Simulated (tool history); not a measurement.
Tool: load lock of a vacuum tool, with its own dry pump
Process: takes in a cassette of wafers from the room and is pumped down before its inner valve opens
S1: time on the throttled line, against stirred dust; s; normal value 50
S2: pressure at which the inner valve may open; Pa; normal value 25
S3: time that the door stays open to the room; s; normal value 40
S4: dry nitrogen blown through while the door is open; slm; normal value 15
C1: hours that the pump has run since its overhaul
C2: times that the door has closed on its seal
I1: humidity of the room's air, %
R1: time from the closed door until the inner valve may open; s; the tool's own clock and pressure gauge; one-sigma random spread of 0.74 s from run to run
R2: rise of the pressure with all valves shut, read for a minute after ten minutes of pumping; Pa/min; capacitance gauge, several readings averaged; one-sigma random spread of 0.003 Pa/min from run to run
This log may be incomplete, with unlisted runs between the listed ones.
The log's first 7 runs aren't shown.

{"run": 8, "hour": 939.1, "S1": 50, "S2": 25, "S3": 40, "S4": 15, "C1": 6863, "C2": 7434, "I1": 43.4, "R1": 113.2, "R2": 0.019}
{"run": 9, "hour": 1110.7, "S1": 50, "S2": 25, "S3": 40, "S4": 15, "C1": 7035, "C2": 7627, "I1": 44.7, "R1": 111.9, "R2": 0.016}
{"run": 10, "hour": 1219.2, "S1": 50, "S2": 25, "S3": 40, "S4": 15, "C1": 7143, "C2": 7748, "I1": 44.7, "R1": 112.9, "R2": 0.015}
{"run": 11, "hour": 1333.0, "S1": 50, "S2": 25, "S3": 40, "S4": 15, "C1": 7257, "C2": 7876, "I1": 47.3, "R1": 111.5, "R2": 0.02}
{"run": 12, "hour": 1482.7, "S1": 50, "S2": 25, "S3": 205, "S4": 15, "C1": 7407, "C2": 8044, "I1": 43.8, "R1": 111.9, "R2": 0.041}
{"run": 13, "hour": 1659.9, "S1": 75, "S2": 25, "S3": 205, "S4": 15, "C1": 7584, "C2": 8243, "I1": 44.2, "R1": 131.9, "R2": 0.041}
{"run": 14, "hour": 1834.3, "S1": 75, "S2": 25, "S3": 205, "S4": 15, "C1": 7759, "C2": 8439, "I1": 43.2, "R1": 133.2, "R2": 0.038}
{"run": 15, "hour": 1964.0, "S1": 75, "S2": 25, "S3": 205, "S4": 15, "C1": 7888, "C2": 8585, "I1": 45.7, "R1": 132.3, "R2": 0.037}
{"run": 16, "hour": 2140.4, "S1": 75, "S2": 25, "S3": 205, "S4": 15, "C1": 8065, "C2": 8783, "I1": 46.8, "R1": 132.3, "R2": 0.035}
{"run": 17, "hour": 2267.0, "S1": 49, "S2": 26, "S3": 168, "S4": 34, "C1": 8191, "C2": 8925, "I1": 49.6, "R1": 110.2, "R2": 0.022}
{"run": 18, "hour": 2428.3, "S1": 35, "S2": 29, "S3": 50, "S4": 15, "C1": 8352, "C2": 9106, "I1": 47.4, "R1": 99.1, "R2": 0.018}
{"run": 19, "hour": 2518.6, "S1": 35, "S2": 29, "S3": 50, "S4": 15, "C1": 8443, "C2": 9207, "I1": 45.3, "R1": 99.6, "R2": 0.015}
{"run": 20, "hour": 2611.5, "S1": 64, "S2": 43, "S3": 154, "S4": 19, "C1": 8536, "C2": 9311, "I1": 47.7, "R1": 117.7, "R2": 0.031}
{"run": 21, "hour": 2717.2, "S1": 50, "S2": 25, "S3": 43, "S4": 15, "C1": 8641, "C2": 9430, "I1": 45.0, "R1": 112.3, "R2": 0.013}
{"run": 22, "hour": 2806.4, "S1": 59, "S2": 45, "S3": 40, "S4": 8, "C1": 8731, "C2": 9530, "I1": 47.2, "R1": 113.7, "R2": 0.026}
{"run": 23, "hour": 2907.2, "S1": 59, "S2": 45, "S3": 40, "S4": 8, "C1": 8831, "C2": 9643, "I1": 47.8, "R1": 113.9, "R2": 0.021}
{"run": 24, "hour": 3003.7, "S1": 35, "S2": 48, "S3": 118, "S4": 8, "C1": 8928, "C2": 9752, "I1": 46.7, "R1": 94.1, "R2": 0.034}
{"run": 25, "hour": 3135.0, "S1": 50, "S2": 45, "S3": 40, "S4": 11, "C1": 9059, "C2": 9899, "I1": 45.2, "R1": 106.5, "R2": 0.023}
{"hour": 3167.5, "done": "dry pump taken out, an overhauled one fitted"}
{"run": 26, "hour": 3283.1, "S1": 80, "S2": 42, "S3": 40, "S4": 15, "C1": 116, "C2": 10059, "I1": 43.9, "R1": 128.8, "R2": 0.014}
{"run": 27, "hour": 3460.0, "S1": 50, "S2": 25, "S3": 27, "S4": 27, "C1": 293, "C2": 10257, "I1": 46.2, "R1": 111.7, "R2": 0.004}
{"run": 28, "hour": 3612.5, "S1": 56, "S2": 22, "S3": 106, "S4": 15, "C1": 445, "C2": 10428, "I1": 45.2, "R1": 117.4, "R2": 0.021}
{"run": 29, "hour": 3772.1, "S1": 61, "S2": 22, "S3": 106, "S4": 6, "C1": 605, "C2": 10607, "I1": 44.3, "R1": 122.2, "R2": 0.036}
{"run": 30, "hour": 3870.0, "S1": 61, "S2": 22, "S3": 106, "S4": 6, "C1": 703, "C2": 10717, "I1": 45.6, "R1": 122.2, "R2": 0.038}
{"run": 31, "hour": 3965.1, "S1": 61, "S2": 22, "S3": 106, "S4": 6, "C1": 798, "C2": 10824, "I1": 43.3, "R1": 122.1, "R2": 0.04}
{"run": 32, "hour": 4052.1, "S1": 50, "S2": 26, "S3": 40, "S4": 16, "C1": 885, "C2": 10922, "I1": 42.9, "R1": 112.2, "R2": 0.016}

3 ways to go on from here, each from the tool as it stands after run 32. What would each give?
{"run": "A", "hour": 4184.6, "S1": 50, "S2": 26, "S3": 40, "S4": 8, "C1": 1017, "C2": 11071, "I1": 43.8, "R1": "?", "R2": "?"}
{"run": "B", "hour": 4184.6, "S1": 50, "S2": 26, "S3": 103, "S4": 19, "C1": 1017, "C2": 11071, "I1": 45.3, "R1": "?", "R2": "?"}
{"run": "C", "hour": 4184.6, "S1": 81, "S2": 25, "S3": 40, "S4": 10, "C1": 1017, "C2": 11071, "I1": 47.3, "R1": "?", "R2": "?"}

run=A R1=110.7 R2=0.023
run=B R1=110.5 R2=0.027
run=C R1=137.2 R2=0.019
Had the tool no hidden state, the same runs would have come out as:
run=A R1=110.7 R2=0.023
run=B R1=110.5 R2=0.027
run=C R1=137.2 R2=0.019
